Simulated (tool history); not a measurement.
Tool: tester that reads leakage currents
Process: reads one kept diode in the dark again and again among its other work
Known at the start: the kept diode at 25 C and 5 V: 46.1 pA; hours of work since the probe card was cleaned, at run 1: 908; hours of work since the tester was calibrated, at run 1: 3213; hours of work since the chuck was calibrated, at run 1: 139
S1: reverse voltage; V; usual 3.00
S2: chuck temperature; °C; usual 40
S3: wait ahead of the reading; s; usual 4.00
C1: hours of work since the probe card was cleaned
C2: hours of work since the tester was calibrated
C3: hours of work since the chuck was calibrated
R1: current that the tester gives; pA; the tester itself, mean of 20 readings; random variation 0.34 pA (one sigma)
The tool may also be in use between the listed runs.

run,hour,S1,S2,S3,C1,C2,C3,R1
1,0.0,3.00,40,4.00,908,3213,139,120.29
2,175.6,3.00,40,4.00,1032,3337,263,122.44
# hour 346.4: tester calibrated
3,432.4,3.00,40,4.00,1211,61,443,124.48
4,638.2,3.00,40,4.00,1357,206,588,127.05
5,874.2,3.00,40,4.00,1523,372,755,130.31
6,1124.3,3.00,40,4.00,1700,549,931,133.38
7,1230.9,3.00,30,4.00,1775,624,1006,65.10
# hour 1461.1: chuck's temperature calibrated
8,1478.5,3.00,30,4.00,1948,797,12,57.97
9,1736.9,3.00,30,4.00,2130,980,195,59.20
10,1960.1,3.00,30,4.00,2288,1137,352,61.59
11,2098.8,3.00,30,4.00,2386,1235,450,62.46
12,2327.5,3.00,30,4.00,2547,1397,611,64.20
13,2532.1,3.00,40,3.73,2692,1541,756,133.75
14,2645.6,3.00,31,0.59,2772,1621,836,72.24
15,2854.9,3.00,31,1.89,2919,1769,984,73.82
16,3026.1,4.27,27,0.54,3040,1889,1104,71.18
# hour 3116.7: chuck's temperature calibrated
# hour 3133.8: probe card cleaned and baked
17,3248.9,10.87,24,4.95,81,2043,91,67.62
18,3499.2,5.17,24,2.47,258,2220,268,46.93
19,3690.5,3.07,22,4.21,393,2355,403,30.73
20,3810.7,1.45,22,4.21,478,2440,488,20.46
21,3978.3,1.45,22,4.21,596,2558,606,21.13
22,4152.8,10.87,21,5.31,719,2681,729,63.91
23,4281.2,18.16,28,1.05,810,2772,820,151.56
24,4432.4,4.57,40,4.00,916,2878,926,167.25
25,4576.7,17.57,37,0.43,1018,2980,1028,296.88

Hidden state at the last listed run before each entry between runs and at the first one after, where it differs:
Between runs 2 and 3: tester calibrated (hour 346.4)
  stray current of the dirty probe card, pA a volt: 0.858 -> 1.024; current scale over the true one, %: 1.52 -> 0.04; true chuck temperature over the reading, C: 0.55 -> 0.83
  measured less the result without the state, R1: +9.07 -> +10.39 pA
Between runs 7 and 8: chuck's temperature calibrated (hour 1461.1)
  stray current of the dirty probe card, pA a volt: 1.519 -> 1.675; current scale over the true one, %: 0.3 -> 0.39; true chuck temperature over the reading, C: 1.8 -> 0.03
  measured less the result without the state, R1: +12.73 -> +5.33 pA
Between runs 16 and 17: chuck's temperature calibrated (hour 3116.7); probe card cleaned and baked (hour 3133.8)
  stray current of the dirty probe card, pA a volt: 2.617 -> 0.1; current scale over the true one, %: 0.89 -> 0.97; true chuck temperature over the reading, C: 1.96 -> 0.16
  measured less the result without the state, R1: +20.25 -> +2.37 pA

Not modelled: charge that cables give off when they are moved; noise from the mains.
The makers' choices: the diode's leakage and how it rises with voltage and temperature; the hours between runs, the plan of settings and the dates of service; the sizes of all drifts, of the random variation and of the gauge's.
